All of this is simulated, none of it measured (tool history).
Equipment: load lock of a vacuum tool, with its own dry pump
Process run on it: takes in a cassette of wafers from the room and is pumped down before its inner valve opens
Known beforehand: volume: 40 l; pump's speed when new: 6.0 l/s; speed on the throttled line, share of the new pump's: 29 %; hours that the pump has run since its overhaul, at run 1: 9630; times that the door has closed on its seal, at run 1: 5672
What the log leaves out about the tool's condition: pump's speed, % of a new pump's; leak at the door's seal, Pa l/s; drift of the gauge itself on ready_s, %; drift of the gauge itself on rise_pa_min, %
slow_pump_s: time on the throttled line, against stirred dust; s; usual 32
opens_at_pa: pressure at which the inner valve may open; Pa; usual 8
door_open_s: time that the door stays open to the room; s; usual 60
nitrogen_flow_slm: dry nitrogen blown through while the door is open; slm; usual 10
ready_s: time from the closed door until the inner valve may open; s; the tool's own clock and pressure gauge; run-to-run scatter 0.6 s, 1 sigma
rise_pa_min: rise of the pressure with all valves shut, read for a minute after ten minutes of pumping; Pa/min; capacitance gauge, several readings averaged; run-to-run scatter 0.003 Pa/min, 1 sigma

| run | hour | slow_pump_s | opens_at_pa | door_open_s | nitrogen_flow_slm | hours that the pump has run since its overhaul | times that the door has closed on its seal | incoming humidity of the room's air, % | ready_s | rise_pa_min |
|---|---|---|---|---|---|---|---|---|---|---|
| 1 | 0 | 32 | 8 | 60 | 10 | 9630 | 5672 | 40.1 | 90.3 | 0.057 |
| 2 | 402.7 | 32 | 8 | 60 | 10 | 10033 | 6236 | 47.5 | 92.2 | 0.063 |
| 3 | 779.9 | 32 | 8 | 60 | 10 | 10410 | 6765 | 47.4 | 91.8 | 0.07 |
| 4 | 999.3 | 46 | 8 | 60 | 10 | 10630 | 7072 | 44.8 | 100.9 | 0.066 |
| 5 | 1285.7 | 46 | 8 | 60 | 10 | 10916 | 7473 | 43.2 | 102.4 | 0.064 |
| 6 | 1635.7 | 46 | 8 | 60 | 10 | 11266 | 7963 | 44.2 | 102.7 | 0.069 |
| 7 | 2031.7 | 32 | 7 | 60 | 10 | 11662 | 8518 | 46.7 | 94.1 | 0.074 |
| 8 | 2380.1 | 32 | 7 | 60 | 10 | 12010 | 9006 | 48.1 | 93 | 0.086 |
| 9 | 2720.8 | 32 | 8 | 60 | 10 | 12351 | 9483 | 43.6 | 92.4 | 0.083 |
| 10 | 3011.1 | 32 | 8 | 60 | 10 | 12642 | 9890 | 42.8 | 93.2 | 0.084 |
| 11 | 3346.8 | 32 | 8 | 60 | 10 | 12977 | 10360 | 46.8 | 93.9 | 0.089 |
| 12 | 3672.8 | 32 | 8 | 60 | 10 | 13303 | 10816 | 47.8 | 94.6 | 0.097 |
| 13 | 4048.7 | 32 | 8 | 60 | 10 | 13679 | 11343 | 46.8 | 93.8 | 0.098 |
| 14 | 4351.6 | 32 | 8 | 60 | 10 | 13982 | 11767 | 46.1 | 93.4 | 0.105 |
| 15 | 4667.1 | 46 | 13 | 129 | 10 | 14297 | 12209 | 45.8 | 99.3 | 0.124 |
| 16 | 4950.1 | 46 | 6 | 129 | 34 | 14580 | 12605 | 45.1 | 105.8 | 0.114 |
|  | 5014.4 | dry pump taken out, an overhauled one fitted |
| 17 | 5306.1 | 46 | 6 | 129 | 34 | 292 | 13095 | 44.8 | 99.9 | 0.119 |
| 18 | 5484.8 | 32 | 7 | 238 | 10 | 470 | 13346 | 43.7 | 89 | 0.155 |
| 19 | 5664.2 | 52 | 8 | 60 | 8 | 650 | 13597 | 45.3 | 101.7 | 0.122 |
| 20 | 6031 | 32 | 7 | 139 | 31 | 1017 | 14111 | 46.5 | 88.9 | 0.133 |
| 21 | 6270.4 | 36 | 7 | 107 | 7 | 1256 | 14446 | 45.9 | 90.4 | 0.144 |
| 22 | 6458.7 | 18 | 15 | 27 | 18 | 1444 | 14710 | 42.9 | 73.2 | 0.116 |
| 23 | 6654.9 | 18 | 15 | 27 | 18 | 1641 | 14984 | 45.2 | 73.9 | 0.112 |
| 24 | 6900.7 | 32 | 10 | 148 | 12 | 1886 | 15329 | 44.6 | 87.2 | 0.157 |
| 25 | 7200.6 | 32 | 8 | 60 | 27 | 2186 | 15749 | 43.4 | 87.1 | 0.127 |
| 26 | 7506.8 | 32 | 7 | 104 | 27 | 2492 | 16177 | 43.7 | 89 | 0.146 |
| 27 | 7762.9 | 34 | 13 | 108 | 31 | 2749 | 16536 | 45.5 | 86.2 | 0.142 |
| 28 | 8002.8 | 30 | 8 | 35 | 28 | 2988 | 16872 | 41.4 | 87.4 | 0.128 |

Consider 5 possible next runs. They are alternatives, not a sequence: every one starts from the tool as it was left by run 28. What does each give?
| A | 8193.3 | 24 | 8 | 60 | 7 | 3179 | 17139 | 42.7 | ? | ? |
| B | 8193.3 | 30 | 8 | 35 | 10 | 3179 | 17139 | 44 | ? | ? |
| C | 8193.3 | 21 | 8 | 197 | 6 | 3179 | 17139 | 42.9 | ? | ? |
| D | 8193.3 | 21 | 11 | 35 | 28 | 3179 | 17139 | 43.1 | ? | ? |
| E | 8193.3 | 55 | 8 | 187 | 10 | 3179 | 17139 | 41.9 | ? | ? |

| run | ready_s | rise_pa_min |
|---|---|---|
| A | 83.6 | 0.155 |
| B | 86.9 | 0.144 |
| C | 81 | 0.189 |
| D | 77.5 | 0.13 |
| E | 103.8 | 0.184 |
The same runs, with their run-to-run variation unchanged, on a tool lacking any hidden condition would have given:
| run | ready_s | rise_pa_min |
|---|---|---|
| A | 81.6 | 0.036 |
| B | 84.8 | 0.023 |
| C | 78.9 | 0.07 |
| D | 75.6 | 0.012 |
| E | 102.2 | 0.064 |

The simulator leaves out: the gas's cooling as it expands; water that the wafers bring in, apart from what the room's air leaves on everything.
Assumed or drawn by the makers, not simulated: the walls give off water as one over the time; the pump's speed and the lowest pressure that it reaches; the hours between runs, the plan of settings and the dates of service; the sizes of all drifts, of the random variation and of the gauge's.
